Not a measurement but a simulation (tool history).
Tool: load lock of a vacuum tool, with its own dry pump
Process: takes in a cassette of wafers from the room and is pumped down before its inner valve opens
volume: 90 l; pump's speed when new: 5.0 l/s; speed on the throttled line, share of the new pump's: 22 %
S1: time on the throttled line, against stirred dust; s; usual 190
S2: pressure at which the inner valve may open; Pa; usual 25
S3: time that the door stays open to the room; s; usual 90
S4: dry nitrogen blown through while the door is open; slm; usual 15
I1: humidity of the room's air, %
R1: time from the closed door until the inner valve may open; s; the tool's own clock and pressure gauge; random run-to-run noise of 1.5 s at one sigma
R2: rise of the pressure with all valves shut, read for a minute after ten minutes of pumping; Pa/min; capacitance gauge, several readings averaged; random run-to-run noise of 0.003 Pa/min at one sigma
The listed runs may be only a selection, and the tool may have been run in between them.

Run 1, hour 0: usual settings; I1 46.2. Result: R1 301.3 s, R2 0.043 Pa/min.
Run 2, hour 131.3: usual settings; I1 50.6. Result: R1 299.7 s, R2 0.05 Pa/min.
Run 3, hour 293.9: usual settings but S1 296 s; I1 47. Result: R1 385 s, R2 0.051 Pa/min.
Run 4, hour 399.1: usual settings but S3 212 s; I1 45.7. Result: R1 300.7 s, R2 0.058 Pa/min.
Run 5, hour 501: usual settings but S3 212 s; I1 43.4. Result: R1 300.7 s, R2 0.059 Pa/min.
Run 6, hour 584.7: usual settings but S3 212 s; I1 43.7. Result: R1 300.9 s, R2 0.059 Pa/min.
Run 7, hour 668.7: usual settings; I1 42.9. Result: R1 302 s, R2 0.059 Pa/min.
Run 8, hour 845: usual settings but S3 27 s; I1 44.3. Result: R1 300.1 s, R2 0.053 Pa/min.
Run 9, hour 993.3: usual settings but S3 27 s; I1 46.3. Result: R1 304.4 s, R2 0.061 Pa/min.
Run 10, hour 1103.4: usual settings but S4 27 slm; I1 43.7. Result: R1 304.1 s, R2 0.069 Pa/min.
Run 11, hour 1234.3: usual settings; I1 44.7. Result: R1 301.5 s, R2 0.066 Pa/min.
Run 12, hour 1336.9: usual settings; I1 45.6. Result: R1 301.8 s, R2 0.071 Pa/min.
Run 13, hour 1512.6: usual settings; I1 42. Result: R1 300.7 s, R2 0.077 Pa/min.
Run 14, hour 1649.9: usual settings; I1 44.9. Result: R1 303 s, R2 0.083 Pa/min.
Run 15, hour 1830: usual settings; I1 45. Result: R1 303.4 s, R2 0.085 Pa/min.
Run 16, hour 1958.9: usual settings; I1 44. Result: R1 305.8 s, R2 0.082 Pa/min.
Run 17, hour 2114.3: usual settings; I1 42. Result: R1 302.2 s, R2 0.084 Pa/min.
Run 18, hour 2246.7: usual settings but S2 40 Pa; I1 43.6. Result: R1 293.8 s, R2 0.091 Pa/min.
Run 19, hour 2423: usual settings but S2 40 Pa; I1 43.4. Result: R1 294.3 s, R2 0.092 Pa/min.
Run 20, hour 2598.4: usual settings but S2 40 Pa, S4 20 slm; I1 43.3. Result: R1 294.7 s, R2 0.094 Pa/min.
Run 21, hour 2771.8: usual settings but S2 40 Pa, S4 20 slm; I1 43.7. Result: R1 290.9 s, R2 0.094 Pa/min.
Run 22, hour 2897.7: usual settings but S1 187 s, S2 38 Pa, S3 195 s, S4 14 slm; I1 47.6. Result: R1 293.2 s, R2 0.105 Pa/min.
Run 23, hour 2970: usual settings but S1 187 s, S2 38 Pa, S3 195 s, S4 14 slm; I1 44.1. Result: R1 294.3 s, R2 0.106 Pa/min.
Run 24, hour 3148.9: usual settings but S1 299 s, S2 45 Pa, S3 33 s; I1 47.9. Result: R1 377.3 s, R2 0.112 Pa/min.
Run 25, hour 3321.1: usual settings but S1 299 s, S2 45 Pa, S3 33 s; I1 42.9. Result: R1 380.5 s, R2 0.115 Pa/min.
Run 26, hour 3397.4: usual settings but S3 159 s, S4 41 slm; I1 45.3. Result: R1 308.8 s, R2 0.119 Pa/min.
Run 27, hour 3491: usual settings but S3 159 s, S4 41 slm; I1 45.8. Result: R1 305.7 s, R2 0.114 Pa/min.
Run 28, hour 3623.2: usual settings but S1 191 s, S3 159 s, S4 41 slm; I1 42.1. Result: R1 307.3 s, R2 0.119 Pa/min.
Run 29, hour 3727.5: usual settings but S1 234 s, S3 50 s, S4 35 slm; I1 42.9. Result: R1 342.2 s, R2 0.118 Pa/min.
Run 30, hour 3818.8: usual settings but S1 234 s, S2 21 Pa, S3 26 s, S4 35 slm; I1 41. Result: R1 343.2 s, R2 0.118 Pa/min.
Run 31, hour 3981.6: usual settings but S1 234 s, S2 21 Pa, S3 26 s, S4 35 slm; I1 42.5. Result: R1 342.2 s, R2 0.127 Pa/min.
Run 32, hour 4065.6: usual settings but S1 234 s, S2 21 Pa, S3 26 s, S4 35 slm; I1 48.2. Result: R1 346.2 s, R2 0.123 Pa/min.
Run 33, hour 4229.7: usual settings but S2 22 Pa; I1 48. Result: R1 311.3 s, R2 0.137 Pa/min.
Run 34, hour 4337.9: usual settings but S1 104 s, S2 27 Pa; I1 49.7. Result: R1 241 s, R2 0.137 Pa/min.
Run 35, hour 4491: usual settings but S1 109 s, S2 27 Pa; I1 47.5. Result: R1 246.2 s, R2 0.144 Pa/min.
Run 36, hour 4638.2: usual settings but S1 264 s, S2 27 Pa, S3 39 s, S4 8 slm; I1 45.3. Result: R1 364.6 s, R2 0.146 Pa/min.
Run 37, hour 4812.6: usual settings but S2 40 Pa, S3 37 s; I1 47. Result: R1 298 s, R2 0.145 Pa/min.

4 ways to go on from here, each from the tool as it stands after run 37. What would each give?
Run A, hour 4935: usual settings but S1 201 s, S3 34 s; I1 43.4. Result: R1 ?, R2 ?.
Run B, hour 4935: usual settings but S2 48 Pa, S3 30 s; I1 41. Result: R1 ?, R2 ?.
Run C, hour 4935: usual settings but S1 225 s, S2 32 Pa, S3 66 s; I1 47.2. Result: R1 ?, R2 ?.
Run D, hour 4935: usual settings but S1 173 s, S2 33 Pa, S3 37 s, S4 39 slm; I1 45.6. Result: R1 ?, R2 ?.

run     R1     R2
  A  316.5  0.155
  B  296.5  0.156
  C  329.6  0.154
  D  288.3   0.15
Stripped of hidden state, with their random variation kept, the same runs would have yielded:
run     R1     R2
  A  305.7  0.007
  B    287  0.009
  C  320.1  0.006
  D  277.5  0.002
